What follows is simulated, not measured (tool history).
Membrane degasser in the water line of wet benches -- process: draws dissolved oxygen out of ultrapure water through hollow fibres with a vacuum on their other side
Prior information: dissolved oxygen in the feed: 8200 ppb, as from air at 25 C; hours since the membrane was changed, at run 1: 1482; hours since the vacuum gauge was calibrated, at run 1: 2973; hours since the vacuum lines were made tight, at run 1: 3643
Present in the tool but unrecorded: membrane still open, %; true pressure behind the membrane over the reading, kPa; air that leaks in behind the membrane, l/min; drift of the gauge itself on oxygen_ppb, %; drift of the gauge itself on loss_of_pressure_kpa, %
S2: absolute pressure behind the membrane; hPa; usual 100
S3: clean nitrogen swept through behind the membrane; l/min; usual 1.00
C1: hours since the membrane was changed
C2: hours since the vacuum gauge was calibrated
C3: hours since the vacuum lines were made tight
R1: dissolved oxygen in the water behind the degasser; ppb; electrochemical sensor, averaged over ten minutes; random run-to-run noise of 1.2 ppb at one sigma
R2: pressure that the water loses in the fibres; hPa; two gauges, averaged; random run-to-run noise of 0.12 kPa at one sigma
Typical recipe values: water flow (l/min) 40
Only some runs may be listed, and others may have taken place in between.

Run 1, day 0.000: usual settings; C1 1482; C2 2973; C3 3643. Result: R1 538.2 ppb, R2 266.5 hPa.
Run 2, day 1.833: usual settings; C1 1526; C2 3017; C3 3687. Result: R1 538.5 ppb, R2 266.8 hPa.
Run 3, day 2.912: usual settings but water flow (l/min) 30; C1 1552; C2 3043; C3 3713. Result: R1 422.5 ppb, R2 199.3 hPa.
Run 4, day 3.858: usual settings but water flow (l/min) 30; C1 1575; C2 3066; C3 3736. Result: R1 422.0 ppb, R2 200.7 hPa.
Run 5, day 5.629: usual settings but water flow (l/min) 30; C1 1618; C2 3108; C3 3778. Result: R1 424.3 ppb, R2 201.7 hPa.
Run 6, day 7.471: usual settings but water flow (l/min) 34; C1 1662; C2 3152; C3 3823. Result: R1 470.1 ppb, R2 226.3 hPa.
Run 7, day 8.879: usual settings but water flow (l/min) 57; C1 1695; C2 3186; C3 3856. Result: R1 732.2 ppb, R2 381.2 hPa.
Run 8, day 9.750: usual settings but water flow (l/min) 57; C1 1716; C2 3207; C3 3877. Result: R1 731.9 ppb, R2 380.3 hPa.
Run 9, day 11.029: usual settings but water flow (l/min) 57; C1 1747; C2 3238; C3 3908. Result: R1 730.6 ppb, R2 380.6 hPa.
Run 10, day 12.833: usual settings but water flow (l/min) 57; C1 1790; C2 3281; C3 3951. Result: R1 730.8 ppb, R2 381.4 hPa.
Run 11, day 14.100: usual settings; C1 1821; C2 3312; C3 3982. Result: R1 536.9 ppb, R2 268.3 hPa.
Run 12, day 15.342: usual settings; C1 1851; C2 3341; C3 4011. Result: R1 539.4 ppb, R2 269.2 hPa.
Run 13, day 17.133: usual settings; C1 1894; C2 3384; C3 4054. Result: R1 539.3 ppb, R2 267.8 hPa.
Run 14, day 18.104: usual settings but S2 92 hPa; C1 1917; C2 3408; C3 4078. Result: R1 480.1 ppb, R2 266.0 hPa.
Run 15, day 18.954: usual settings; C1 1937; C2 3428; C3 4098. Result: R1 540.1 ppb, R2 268.7 hPa.
Run 16, day 19.896: usual settings; C1 1960; C2 3451; C3 4121. Result: R1 540.7 ppb, R2 268.2 hPa.
Run 17, day 21.438: usual settings but S3 1.15 l/min; C1 1997; C2 3488; C3 4158. Result: R1 487.6 ppb, R2 268.7 hPa.

Expected results for the next run?
Run 18, day 22.658: usual settings but S3 1.15 l/min; C1 2026; C2 3517; C3 4187. Result: R1 ?, R2 ?.

{"run 18": {"R1": 484.4, "R2": 267.5}}
Had the tool carried no hidden state, the very same run would have given R1 473.6 ppb, R2 264.8 hPa.
